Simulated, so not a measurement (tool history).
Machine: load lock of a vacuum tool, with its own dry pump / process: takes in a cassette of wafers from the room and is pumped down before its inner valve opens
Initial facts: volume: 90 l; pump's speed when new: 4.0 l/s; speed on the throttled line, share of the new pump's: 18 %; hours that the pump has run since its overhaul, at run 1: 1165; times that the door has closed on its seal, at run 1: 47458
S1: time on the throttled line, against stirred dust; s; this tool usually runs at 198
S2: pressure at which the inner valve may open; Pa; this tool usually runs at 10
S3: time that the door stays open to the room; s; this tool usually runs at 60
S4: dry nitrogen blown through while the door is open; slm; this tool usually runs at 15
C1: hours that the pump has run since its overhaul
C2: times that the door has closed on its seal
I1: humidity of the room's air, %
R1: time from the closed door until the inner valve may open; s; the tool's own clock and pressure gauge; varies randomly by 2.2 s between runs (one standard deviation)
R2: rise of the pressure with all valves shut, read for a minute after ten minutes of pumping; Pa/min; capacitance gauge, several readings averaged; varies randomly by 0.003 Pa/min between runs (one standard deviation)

run 1 day=0.000 | S1=198 S2=10 S3=60 S4=15 | C1=1165 C2=47458 | I1=40.9 | R1=374.5 R2=0.423
run 2 day=8.192 | S1=198 S2=10 S3=60 S4=15 | C1=1362 C2=48348 | I1=42.7 | R1=377.4 R2=0.428
run 3 day=17.321 | S1=198 S2=10 S3=60 S4=15 | C1=1581 C2=49339 | I1=44.6 | R1=380.3 R2=0.450
run 4 day=24.942 | S1=198 S2=10 S3=60 S4=15 | C1=1764 C2=50166 | I1=42.6 | R1=375.0 R2=0.454
run 5 day=34.546 | S1=198 S2=10 S3=60 S4=15 | C1=1995 C2=51209 | I1=45.5 | R1=378.5 R2=0.462
run 6 day=40.821 | S1=198 S2=14 S3=60 S4=15 | C1=2145 C2=51890 | I1=45.4 | R1=370.5 R2=0.464
-- day=49.650 door's seal changed, seat wiped
run 7 day=54.042 | S1=198 S2=14 S3=60 S4=15 | C1=2461 C2=477 | I1=47.1 | R1=376.9 R2=0.049
run 8 day=64.375 | S1=198 S2=10 S3=60 S4=15 | C1=2709 C2=1599 | I1=46.6 | R1=383.5 R2=0.050
run 9 day=72.933 | S1=198 S2=10 S3=60 S4=15 | C1=2914 C2=2528 | I1=47.2 | R1=382.8 R2=0.058
run 10 day=79.429 | S1=198 S2=10 S3=60 S4=15 | C1=3070 C2=3233 | I1=43.6 | R1=381.5 R2=0.054
run 11 day=88.304 | S1=198 S2=10 S3=60 S4=6 | C1=3283 C2=4196 | I1=46.1 | R1=384.7 R2=0.072
run 12 day=100.254 | S1=198 S2=10 S3=60 S4=6 | C1=3570 C2=5494 | I1=45.2 | R1=386.3 R2=0.074
run 13 day=106.954 | S1=198 S2=10 S3=60 S4=6 | C1=3731 C2=6221 | I1=44.3 | R1=384.5 R2=0.076
run 14 day=116.817 | S1=100 S2=10 S3=60 S4=15 | C1=3968 C2=7292 | I1=46.3 | R1=310.4 R2=0.069
run 15 day=127.912 | S1=198 S2=10 S3=60 S4=15 | C1=4234 C2=8497 | I1=47.9 | R1=389.1 R2=0.074
run 16 day=141.000 | S1=264 S2=10 S3=60 S4=15 | C1=4548 C2=9918 | I1=43.9 | R1=442.3 R2=0.078
run 17 day=147.433 | S1=129 S2=10 S3=60 S4=15 | C1=4702 C2=10616 | I1=45.9 | R1=341.4 R2=0.086
run 18 day=159.667 | S1=142 S2=10 S3=60 S4=15 | C1=4996 C2=11944 | I1=44.2 | R1=346.7 R2=0.097
run 19 day=167.746 | S1=173 S2=10 S3=39 S4=14 | C1=5190 C2=12821 | I1=45.1 | R1=378.1 R2=0.085
run 20 day=181.354 | S1=215 S2=16 S3=157 S4=10 | C1=5516 C2=14299 | I1=47.1 | R1=399.8 R2=0.139
run 21 day=190.433 | S1=215 S2=16 S3=157 S4=10 | C1=5734 C2=15284 | I1=47.4 | R1=398.6 R2=0.155
run 22 day=203.988 | S1=215 S2=16 S3=157 S4=10 | C1=6060 C2=16755 | I1=47.9 | R1=400.9 R2=0.156
run 23 day=215.267 | S1=215 S2=16 S3=64 S4=6 | C1=6330 C2=17980 | I1=43.1 | R1=402.0 R2=0.125
run 24 day=226.042 | S1=237 S2=11 S3=64 S4=6 | C1=6589 C2=19150 | I1=46.0 | R1=432.9 R2=0.144
run 25 day=239.283 | S1=237 S2=11 S3=64 S4=6 | C1=6907 C2=20588 | I1=42.7 | R1=431.6 R2=0.156
run 26 day=250.362 | S1=198 S2=20 S3=60 S4=4 | C1=7173 C2=21790 | I1=44.0 | R1=388.3 R2=0.166
run 27 day=257.279 | S1=198 S2=10 S3=109 S4=7 | C1=7339 C2=22541 | I1=44.7 | R1=406.6 R2=0.181
run 28 day=270.188 | S1=286 S2=10 S3=221 S4=29 | C1=7648 C2=23943 | I1=42.4 | R1=482.7 R2=0.176
run 29 day=280.283 | S1=198 S2=10 S3=26 S4=37 | C1=7891 C2=25039 | I1=46.4 | R1=412.1 R2=0.152
run 30 day=288.492 | S1=102 S2=14 S3=199 S4=16 | C1=8088 C2=25930 | I1=43.4 | R1=334.0 R2=0.213
run 31 day=301.688 | S1=108 S2=10 S3=60 S4=28 | C1=8404 C2=27363 | I1=46.0 | R1=348.0 R2=0.185
run 32 day=315.096 | S1=105 S2=10 S3=60 S4=9 | C1=8726 C2=28818 | I1=46.8 | R1=347.2 R2=0.210
run 33 day=322.408 | S1=330 S2=16 S3=60 S4=15 | C1=8902 C2=29612 | I1=44.9 | R1=501.0 R2=0.214
run 34 day=336.217 | S1=360 S2=16 S3=60 S4=15 | C1=9233 C2=31111 | I1=41.4 | R1=525.3 R2=0.224
run 35 day=342.379 | S1=360 S2=16 S3=60 S4=15 | C1=9381 C2=31780 | I1=46.1 | R1=526.9 R2=0.234
run 36 day=348.400 | S1=110 S2=19 S3=106 S4=22 | C1=9526 C2=32434 | I1=46.9 | R1=337.2 R2=0.247

What if the next run were any one of these 4? Each begins from the tool's condition after run 36:
run A day=356.792 | S1=198 S2=10 S3=60 S4=6 | C1=9727 C2=33345 | I1=43.1 | R1=? R2=?
run B day=356.792 | S1=110 S2=13 S3=51 S4=36 | C1=9727 C2=33345 | I1=49.0 | R1=? R2=?
run C day=356.792 | S1=198 S2=10 S3=60 S4=16 | C1=9727 C2=33345 | I1=44.8 | R1=? R2=?
run D day=356.792 | S1=154 S2=11 S3=106 S4=22 | C1=9727 C2=33345 | I1=45.7 | R1=? R2=?

run=A R1=426.5 R2=0.260
run=B R1=349.8 R2=0.227
run=C R1=428.5 R2=0.245
run=D R1=387.9 R2=0.251
Take away the tool's hidden state, keep each run's random variation, and the runs would have read:
run=A R1=370.5 R2=0.059
run=B R1=291.0 R2=0.030
run=C R1=372.3 R2=0.044
run=D R1=330.6 R2=0.049
